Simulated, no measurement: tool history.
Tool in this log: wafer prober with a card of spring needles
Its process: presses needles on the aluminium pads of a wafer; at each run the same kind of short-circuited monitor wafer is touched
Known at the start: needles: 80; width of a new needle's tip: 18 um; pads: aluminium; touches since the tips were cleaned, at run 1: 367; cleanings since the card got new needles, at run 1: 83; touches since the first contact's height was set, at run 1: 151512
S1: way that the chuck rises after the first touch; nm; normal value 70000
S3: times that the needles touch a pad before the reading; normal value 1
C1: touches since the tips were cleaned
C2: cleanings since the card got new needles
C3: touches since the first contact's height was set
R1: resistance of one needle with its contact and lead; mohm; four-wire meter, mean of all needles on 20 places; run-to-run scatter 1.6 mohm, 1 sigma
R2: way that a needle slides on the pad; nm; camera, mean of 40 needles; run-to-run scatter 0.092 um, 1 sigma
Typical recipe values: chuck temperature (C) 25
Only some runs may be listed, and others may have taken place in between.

{"run": 1, "hour": 0.0, "S1": 70000, "chuck temperature (C)": 25, "S3": 1, "C1": 367, "C2": 83, "C3": 151512, "R1": 174, "R2": 12290}
{"hour": 6.6, "done": "tips cleaned on abrasive film"}
{"hour": 13.5, "done": "tips cleaned on abrasive film"}
{"run": 2, "hour": 17.0, "S1": 70000, "chuck temperature (C)": 25, "S3": 1, "C1": 785, "C2": 85, "C3": 155345, "R1": 191, "R2": 12170}
{"hour": 20.4, "done": "tips cleaned on abrasive film"}
{"hour": 29.0, "done": "tips cleaned on abrasive film"}
{"hour": 37.5, "done": "tips cleaned on abrasive film"}
{"run": 3, "hour": 37.5, "S1": 70000, "chuck temperature (C)": 76, "S3": 1, "C1": 0, "C2": 88, "C3": 159981, "R1": 166, "R2": 12200}
{"hour": 45.7, "done": "tips cleaned on abrasive film"}
{"hour": 54.2, "done": "tips cleaned on abrasive film"}
{"hour": 62.7, "done": "tips cleaned on abrasive film"}
{"hour": 69.6, "done": "tips cleaned on abrasive film"}
{"run": 4, "hour": 71.0, "S1": 70000, "chuck temperature (C)": 76, "S3": 1, "C1": 325, "C2": 92, "C3": 167547, "R1": 181, "R2": 12290}
{"hour": 77.8, "done": "tips cleaned on abrasive film"}
{"hour": 86.1, "done": "tips cleaned on abrasive film"}
{"run": 5, "hour": 88.1, "S1": 70000, "chuck temperature (C)": 76, "S3": 1, "C1": 464, "C2": 94, "C3": 171413, "R1": 193, "R2": 12180}
{"hour": 93.2, "done": "tips cleaned on abrasive film"}
{"hour": 101.6, "done": "tips cleaned on abrasive film"}
{"hour": 109.8, "done": "tips cleaned on abrasive film"}
{"run": 6, "hour": 109.8, "S1": 70000, "chuck temperature (C)": 76, "S3": 1, "C1": 0, "C2": 97, "C3": 176297, "R1": 171, "R2": 12170}
{"hour": 118.1, "done": "tips cleaned on abrasive film"}
{"run": 7, "hour": 124.4, "S1": 70000, "chuck temperature (C)": 76, "S3": 1, "C1": 1444, "C2": 98, "C3": 179620, "R1": 226, "R2": 12220}
{"hour": 126.3, "done": "tips cleaned on abrasive film"}
{"hour": 134.8, "done": "tips cleaned on abrasive film"}
{"hour": 143.4, "done": "tips cleaned on abrasive film"}
{"hour": 151.9, "done": "tips cleaned on abrasive film"}
{"run": 8, "hour": 152.7, "S1": 70000, "chuck temperature (C)": 68, "S3": 1, "C1": 170, "C2": 102, "C3": 185993, "R1": 177, "R2": 12020}
{"hour": 159.6, "done": "tips cleaned on abrasive film"}
{"hour": 168.0, "done": "tips cleaned on abrasive film"}
{"hour": 173.4, "done": "height of the first contact set anew"}
{"hour": 176.5, "done": "tips cleaned on abrasive film"}
{"run": 9, "hour": 176.6, "S1": 70000, "chuck temperature (C)": 68, "S3": 1, "C1": 40, "C2": 105, "C3": 715, "R1": 169, "R2": 12950}
{"hour": 183.5, "done": "tips cleaned on abrasive film"}
{"hour": 192.1, "done": "tips cleaned on abrasive film"}
{"run": 10, "hour": 192.3, "S1": 67000, "chuck temperature (C)": 25, "S3": 1, "C1": 50, "C2": 107, "C3": 4255, "R1": 165, "R2": 12420}
{"hour": 200.4, "done": "tips cleaned on abrasive film"}
{"hour": 209.0, "done": "tips cleaned on abrasive film"}
{"run": 11, "hour": 211.1, "S1": 67000, "chuck temperature (C)": 25, "S3": 1, "C1": 487, "C2": 109, "C3": 8515, "R1": 187, "R2": 12450}
{"hour": 216.2, "done": "tips cleaned on abrasive film"}
{"hour": 224.8, "done": "tips cleaned on abrasive film"}
{"hour": 233.4, "done": "tips cleaned on abrasive film"}
{"run": 12, "hour": 235.1, "S1": 70000, "chuck temperature (C)": 25, "S3": 1, "C1": 393, "C2": 112, "C3": 13919, "R1": 176, "R2": 12770}
{"hour": 241.9, "done": "tips cleaned on abrasive film"}
{"hour": 250.5, "done": "tips cleaned on abrasive film"}
{"run": 13, "hour": 253.3, "S1": 72000, "chuck temperature (C)": 25, "S3": 1, "C1": 658, "C2": 114, "C3": 18048, "R1": 179, "R2": 13310}
{"hour": 258.3, "done": "tips cleaned on abrasive film"}
{"hour": 266.3, "done": "tips cleaned on abrasive film"}
{"run": 14, "hour": 267.5, "S1": 72000, "chuck temperature (C)": 25, "S3": 1, "C1": 273, "C2": 116, "C3": 21237, "R1": 170, "R2": 13400}
{"hour": 274.2, "done": "tips cleaned on abrasive film"}
{"hour": 282.3, "done": "tips cleaned on abrasive film"}
{"hour": 290.5, "done": "tips cleaned on abrasive film"}
{"hour": 298.2, "done": "tips cleaned on abrasive film"}
{"run": 15, "hour": 298.2, "S1": 72000, "chuck temperature (C)": 25, "S3": 1, "C1": 0, "C2": 120, "C3": 28173, "R1": 158, "R2": 13290}
{"hour": 306.5, "done": "tips cleaned on abrasive film"}
{"hour": 315.0, "done": "tips cleaned on abrasive film"}
{"run": 16, "hour": 315.0, "S1": 72000, "chuck temperature (C)": 33, "S3": 1, "C1": 0, "C2": 122, "C3": 31957, "R1": 159, "R2": 13180}
{"hour": 323.5, "done": "tips cleaned on abrasive film"}
{"hour": 332.0, "done": "tips cleaned on abrasive film"}
{"hour": 340.6, "done": "tips cleaned on abrasive film"}
{"run": 17, "hour": 343.4, "S1": 72000, "chuck temperature (C)": 33, "S3": 1, "C1": 644, "C2": 125, "C3": 38388, "R1": 185, "R2": 13140}
{"hour": 348.6, "done": "tips cleaned on abrasive film"}
{"hour": 355.5, "done": "tips cleaned on abrasive film"}
{"run": 18, "hour": 360.7, "S1": 72000, "chuck temperature (C)": 107, "S3": 1, "C1": 1202, "C2": 127, "C3": 42309, "R1": 218, "R2": 13310}
{"hour": 362.5, "done": "tips cleaned on abrasive film"}
{"hour": 369.4, "done": "tips cleaned on abrasive film"}
{"hour": 376.9, "done": "tips cleaned on abrasive film"}
{"run": 19, "hour": 376.9, "S1": 72000, "chuck temperature (C)": 107, "S3": 1, "C1": 0, "C2": 130, "C3": 45933, "R1": 174, "R2": 13250}
{"hour": 384.7, "done": "tips cleaned on abrasive film"}
{"hour": 393.3, "done": "tips cleaned on abrasive film"}
{"hour": 401.6, "done": "tips cleaned on abrasive film"}
{"run": 20, "hour": 402.6, "S1": 72000, "chuck temperature (C)": 60, "S3": 2, "C1": 217, "C2": 133, "C3": 51740, "R1": 168, "R2": 13130}
{"hour": 409.5, "done": "tips cleaned on abrasive film"}
{"hour": 418.0, "done": "tips cleaned on abrasive film"}
{"run": 21, "hour": 419.5, "S1": 70000, "chuck temperature (C)": 28, "S3": 2, "C1": 358, "C2": 135, "C3": 55578, "R1": 166, "R2": 12870}
{"hour": 426.4, "done": "tips cleaned on abrasive film"}
{"hour": 434.7, "done": "tips cleaned on abrasive film"}
{"run": 22, "hour": 434.7, "S1": 51000, "chuck temperature (C)": 40, "S3": 3, "C1": 0, "C2": 137, "C3": 59003, "R1": 170, "R2": 9280}
{"hour": 443.3, "done": "tips cleaned on abrasive film"}
{"hour": 451.9, "done": "tips cleaned on abrasive film"}
{"hour": 458.8, "done": "tips cleaned on abrasive film"}
{"hour": 466.8, "done": "tips cleaned on abrasive film"}
{"run": 23, "hour": 466.8, "S1": 70000, "chuck temperature (C)": 30, "S3": 1, "C1": 0, "C2": 141, "C3": 66249, "R1": 164, "R2": 12670}
{"hour": 475.4, "done": "tips cleaned on abrasive film"}
{"hour": 484.0, "done": "tips cleaned on abrasive film"}
{"run": 24, "hour": 487.1, "S1": 70000, "chuck temperature (C)": 89, "S3": 1, "C1": 711, "C2": 143, "C3": 70844, "R1": 204, "R2": 12700}
{"hour": 492.3, "done": "tips cleaned on abrasive film"}
{"hour": 500.9, "done": "tips cleaned on abrasive film"}
{"hour": 509.4, "done": "tips cleaned on abrasive film"}
{"hour": 516.4, "done": "tips cleaned on abrasive film"}
{"run": 25, "hour": 516.4, "S1": 70000, "chuck temperature (C)": 33, "S3": 1, "C1": 0, "C2": 147, "C3": 77454, "R1": 162, "R2": 12750}
{"hour": 524.7, "done": "tips cleaned on abrasive film"}
{"hour": 532.8, "done": "tips cleaned on abrasive film"}
{"run": 26, "hour": 532.8, "S1": 87000, "chuck temperature (C)": 47, "S3": 1, "C1": 0, "C2": 149, "C3": 81161, "R1": 158, "R2": 15670}
{"hour": 541.4, "done": "tips cleaned on abrasive film"}
{"hour": 549.7, "done": "tips cleaned on abrasive film"}
{"hour": 558.2, "done": "tips cleaned on abrasive film"}
{"run": 27, "hour": 561.7, "S1": 62000, "chuck temperature (C)": 58, "S3": 3, "C1": 815, "C2": 152, "C3": 87706, "R1": 179, "R2": 11130}

Each row is a separate what-if for the run after 27, all from the same tool condition, not one after another. Results?
{"hour": 565.2, "done": "tips cleaned on abrasive film"}
{"hour": 573.4, "done": "tips cleaned on abrasive film"}
{"hour": 582.0, "done": "tips cleaned on abrasive film"}
{"run": "A", "hour": 582.6, "S1": 58000, "chuck temperature (C)": 101, "S3": 1, "C1": 130, "C2": 155, "C3": 92413, "R1": "?", "R2": "?"}
{"hour": 565.2, "done": "tips cleaned on abrasive film"}
{"hour": 573.4, "done": "tips cleaned on abrasive film"}
{"hour": 582.0, "done": "tips cleaned on abrasive film"}
{"run": "B", "hour": 582.6, "S1": 52000, "chuck temperature (C)": 74, "S3": 1, "C1": 130, "C2": 155, "C3": 92413, "R1": "?", "R2": "?"}
{"hour": 565.2, "done": "tips cleaned on abrasive film"}
{"hour": 573.4, "done": "tips cleaned on abrasive film"}
{"hour": 582.0, "done": "tips cleaned on abrasive film"}
{"run": "C", "hour": 582.6, "S1": 51000, "chuck temperature (C)": 58, "S3": 3, "C1": 130, "C2": 155, "C3": 92413, "R1": "?", "R2": "?"}
{"hour": 565.2, "done": "tips cleaned on abrasive film"}
{"hour": 573.4, "done": "tips cleaned on abrasive film"}
{"hour": 582.0, "done": "tips cleaned on abrasive film"}
{"run": "D", "hour": 582.6, "S1": 66000, "chuck temperature (C)": 30, "S3": 3, "C1": 130, "C2": 155, "C3": 92413, "R1": "?", "R2": "?"}

run=A R1=186 R2=10380
run=B R1=193 R2=9180
run=C R1=176 R2=9040
run=D R1=164 R2=11920
Without the tool's hidden state the same runs would have given:
run=A R1=167 R2=10820
run=B R1=169 R2=9610
run=C R1=164 R2=9460
run=D R1=157 R2=12350
